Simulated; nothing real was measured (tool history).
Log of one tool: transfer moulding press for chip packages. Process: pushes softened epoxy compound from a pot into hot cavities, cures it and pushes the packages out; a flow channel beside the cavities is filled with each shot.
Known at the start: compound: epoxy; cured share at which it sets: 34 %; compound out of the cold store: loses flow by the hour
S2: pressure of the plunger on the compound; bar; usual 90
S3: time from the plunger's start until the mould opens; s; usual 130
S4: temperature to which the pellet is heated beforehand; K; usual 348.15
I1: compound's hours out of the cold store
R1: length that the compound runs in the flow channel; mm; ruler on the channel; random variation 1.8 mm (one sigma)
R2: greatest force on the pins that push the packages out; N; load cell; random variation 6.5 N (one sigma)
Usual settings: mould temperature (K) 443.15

run 1 hour=0 | mould_temperature_(K)=443.15 S2=90 S3=130 S4=348.15 | I1=38.1 | R1=579 R2=378
run 2 hour=20.1 | mould_temperature_(K)=443.15 S2=90 S3=130 S4=348.15 | I1=9.3 | R1=626 R2=432
run 3 hour=34.8 | mould_temperature_(K)=449.15 S2=90 S3=130 S4=348.15 | I1=38.1 | R1=557 R2=374
run 4 hour=51 | mould_temperature_(K)=443.15 S2=90 S3=130 S4=348.15 | I1=45.4 | R1=562 R2=449
-- hour=56.3 cavities cleaned with cleaning compound and waxed
run 5 hour=68.4 | mould_temperature_(K)=443.15 S2=90 S3=130 S4=348.15 | I1=38.9 | R1=571 R2=298
-- hour=74.8 plunger's sealing rings changed
run 6 hour=85.8 | mould_temperature_(K)=443.15 S2=90 S3=130 S4=348.15 | I1=30.4 | R1=607 R2=330
run 7 hour=94 | mould_temperature_(K)=443.15 S2=107.6 S3=150 S4=349.15 | I1=32.7 | R1=657 R2=340
run 8 hour=113.6 | mould_temperature_(K)=443.15 S2=107.6 S3=150 S4=349.15 | I1=8.3 | R1=706 R2=345
run 9 hour=128.8 | mould_temperature_(K)=448.15 S2=96.7 S3=138 S4=356.15 | I1=36.8 | R1=596 R2=384
run 10 hour=147.5 | mould_temperature_(K)=435.15 S2=96.7 S3=138 S4=345.15 | I1=31.4 | R1=659 R2=649
-- hour=155.7 cavities cleaned with cleaning compound and waxed
run 11 hour=162.3 | mould_temperature_(K)=435.15 S2=96.7 S3=138 S4=345.15 | I1=27.7 | R1=663 R2=407

Measured less the same run without the tool's hidden state. The same run-to-run variation is in both; the gauge's scatter may not be:
The hidden state here: true mould temperature over the reading, C; pressure that reaches the compound, % of what is set; grip of the stained cavities, % over clean ones'; drift of the gauge itself on flow_mm, %; drift of the gauge itself on push_out_n, %.
run=1 R1=-18 R2=+129
run=2 R1=-21 R2=+163
run=3 R1=-19 R2=+155
run=4 R1=-20 R2=+188
run=5 R1=-21 R2=+44
run=6 R1=-3 R2=+85
run=7 R1=-3 R2=+100
run=8 R1=-5 R2=+127
run=9 R1=-5 R2=+148
run=10 R1=-7 R2=+261
run=11 R1=-8 R2=+32
